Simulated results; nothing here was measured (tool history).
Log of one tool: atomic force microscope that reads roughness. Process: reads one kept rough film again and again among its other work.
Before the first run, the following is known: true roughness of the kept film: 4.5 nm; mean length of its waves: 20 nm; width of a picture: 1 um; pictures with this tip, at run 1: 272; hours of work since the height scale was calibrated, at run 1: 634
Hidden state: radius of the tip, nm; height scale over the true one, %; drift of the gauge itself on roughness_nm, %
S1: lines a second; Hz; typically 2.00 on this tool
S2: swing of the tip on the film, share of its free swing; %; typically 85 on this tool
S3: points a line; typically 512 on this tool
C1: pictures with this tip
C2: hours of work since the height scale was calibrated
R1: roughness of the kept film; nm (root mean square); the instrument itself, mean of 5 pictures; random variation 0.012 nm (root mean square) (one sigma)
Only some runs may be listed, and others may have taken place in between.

| run | hour | S1 | S2 | S3 | C1 | C2 | R1 |
|---|---|---|---|---|---|---|---|
| 1 | 0.0 | 2.00 | 85 | 512 | 272 | 634 | 1.648 |
| 2 | 22.4 | 2.00 | 85 | 512 | 322 | 650 | 1.547 |
| 3 | 38.6 | 2.00 | 85 | 512 | 359 | 662 | 1.456 |
|  | 40.5 | new tip fitted |
| 4 | 62.6 | 2.00 | 85 | 512 | 49 | 679 | 2.525 |
| 5 | 84.0 | 3.95 | 85 | 512 | 97 | 694 | 1.979 |
| 6 | 96.7 | 2.00 | 85 | 512 | 125 | 703 | 2.153 |
| 7 | 121.6 | 2.00 | 85 | 512 | 181 | 721 | 1.945 |
| 8 | 138.1 | 2.00 | 85 | 465 | 217 | 732 | 1.843 |
| 9 | 162.0 | 2.00 | 85 | 465 | 271 | 749 | 1.683 |
|  | 164.3 | height scale calibrated on a step standard |
| 10 | 182.7 | 2.00 | 85 | 465 | 315 | 13 | 1.587 |
|  | 205.2 | new tip fitted |
| 11 | 212.3 | 1.72 | 85 | 1005 | 16 | 34 | 2.895 |
| 12 | 229.8 | 1.72 | 58 | 364 | 55 | 46 | 2.904 |
| 13 | 244.9 | 1.72 | 58 | 364 | 88 | 57 | 2.669 |
|  | 264.5 | height scale calibrated on a step standard, once more |
| 14 | 266.2 | 0.71 | 59 | 915 | 134 | 1 | 2.480 |
| 15 | 293.6 | 1.36 | 70 | 718 | 195 | 21 | 2.128 |
| 16 | 311.0 | 1.36 | 75 | 718 | 234 | 33 | 1.947 |
| 17 | 331.6 | 0.71 | 89 | 512 | 280 | 48 | 1.792 |

Forecast run 18:
| 18 | 343.8 | 0.71 | 89 | 512 | 307 | 57 | ? |

R1: 1.723 nm (root mean square)
Without the tool's hidden state the same run would have given R1 3.127 nm (root mean square).
